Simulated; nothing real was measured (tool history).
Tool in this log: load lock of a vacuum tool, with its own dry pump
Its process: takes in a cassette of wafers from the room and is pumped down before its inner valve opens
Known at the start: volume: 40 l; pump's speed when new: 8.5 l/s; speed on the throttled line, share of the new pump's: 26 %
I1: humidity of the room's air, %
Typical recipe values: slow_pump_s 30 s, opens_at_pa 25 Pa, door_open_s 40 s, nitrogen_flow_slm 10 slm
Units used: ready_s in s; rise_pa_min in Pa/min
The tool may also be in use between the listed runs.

run 1 day=0.000 | slow_pump_s=30 opens_at_pa=25 door_open_s=40 nitrogen_flow_slm=10 | I1=45.8 | ready_s=61.2 rise_pa_min=0.030
run 2 day=7.279 | slow_pump_s=30 opens_at_pa=25 door_open_s=40 nitrogen_flow_slm=10 | I1=42.4 | ready_s=61.5 rise_pa_min=0.026
run 3 day=11.308 | slow_pump_s=30 opens_at_pa=25 door_open_s=40 nitrogen_flow_slm=10 | I1=47.4 | ready_s=61.6 rise_pa_min=0.028
run 4 day=17.883 | slow_pump_s=30 opens_at_pa=25 door_open_s=40 nitrogen_flow_slm=10 | I1=42.9 | ready_s=61.0 rise_pa_min=0.025
run 5 day=21.379 | slow_pump_s=30 opens_at_pa=35 door_open_s=40 nitrogen_flow_slm=10 | I1=45.9 | ready_s=59.7 rise_pa_min=0.031
run 6 day=25.050 | slow_pump_s=30 opens_at_pa=25 door_open_s=40 nitrogen_flow_slm=14 | I1=47.4 | ready_s=61.6 rise_pa_min=0.027
run 7 day=29.562 | slow_pump_s=30 opens_at_pa=25 door_open_s=40 nitrogen_flow_slm=10 | I1=45.9 | ready_s=61.4 rise_pa_min=0.028
run 8 day=36.512 | slow_pump_s=30 opens_at_pa=25 door_open_s=40 nitrogen_flow_slm=10 | I1=48.7 | ready_s=61.0 rise_pa_min=0.027
run 9 day=43.479 | slow_pump_s=30 opens_at_pa=25 door_open_s=40 nitrogen_flow_slm=10 | I1=47.0 | ready_s=61.4 rise_pa_min=0.032
run 10 day=48.950 | slow_pump_s=30 opens_at_pa=25 door_open_s=40 nitrogen_flow_slm=10 | I1=45.7 | ready_s=61.9 rise_pa_min=0.026
run 11 day=53.100 | slow_pump_s=40 opens_at_pa=22 door_open_s=157 nitrogen_flow_slm=24 | I1=44.0 | ready_s=69.6 rise_pa_min=0.040
run 12 day=57.217 | slow_pump_s=23 opens_at_pa=47 door_open_s=40 nitrogen_flow_slm=40 | I1=43.4 | ready_s=54.0 rise_pa_min=0.011
run 13 day=63.358 | slow_pump_s=23 opens_at_pa=47 door_open_s=40 nitrogen_flow_slm=40 | I1=40.5 | ready_s=53.6 rise_pa_min=0.018
run 14 day=69.121 | slow_pump_s=26 opens_at_pa=41 door_open_s=133 nitrogen_flow_slm=31 | I1=44.8 | ready_s=57.0 rise_pa_min=0.033
run 15 day=73.583 | slow_pump_s=24 opens_at_pa=43 door_open_s=114 nitrogen_flow_slm=32 | I1=44.4 | ready_s=53.9 rise_pa_min=0.030
run 16 day=76.592 | slow_pump_s=24 opens_at_pa=43 door_open_s=114 nitrogen_flow_slm=32 | I1=42.7 | ready_s=54.5 rise_pa_min=0.026
run 17 day=82.171 | slow_pump_s=30 opens_at_pa=38 door_open_s=142 nitrogen_flow_slm=20 | I1=48.6 | ready_s=59.8 rise_pa_min=0.046
run 18 day=86.342 | slow_pump_s=24 opens_at_pa=41 door_open_s=85 nitrogen_flow_slm=34 | I1=45.4 | ready_s=54.4 rise_pa_min=0.028
run 19 day=90.462 | slow_pump_s=24 opens_at_pa=41 door_open_s=85 nitrogen_flow_slm=34 | I1=45.4 | ready_s=54.5 rise_pa_min=0.027

Alternative continuations, all from the tool just after run 19; predict every row:
run A day=95.242 | slow_pump_s=24 opens_at_pa=48 door_open_s=214 nitrogen_flow_slm=17 | I1=48.6 | ready_s=? rise_pa_min=?
run B day=95.242 | slow_pump_s=30 opens_at_pa=26 door_open_s=102 nitrogen_flow_slm=10 | I1=45.3 | ready_s=? rise_pa_min=?
run C day=95.242 | slow_pump_s=24 opens_at_pa=41 door_open_s=38 nitrogen_flow_slm=34 | I1=44.7 | ready_s=? rise_pa_min=?

run=A ready_s=53.8 rise_pa_min=0.067
run=B ready_s=60.6 rise_pa_min=0.046
run=C ready_s=55.0 rise_pa_min=0.013
Without the tool's hidden state the same runs would have given:
run=A ready_s=53.8 rise_pa_min=0.067
run=B ready_s=60.6 rise_pa_min=0.046
run=C ready_s=55.0 rise_pa_min=0.013
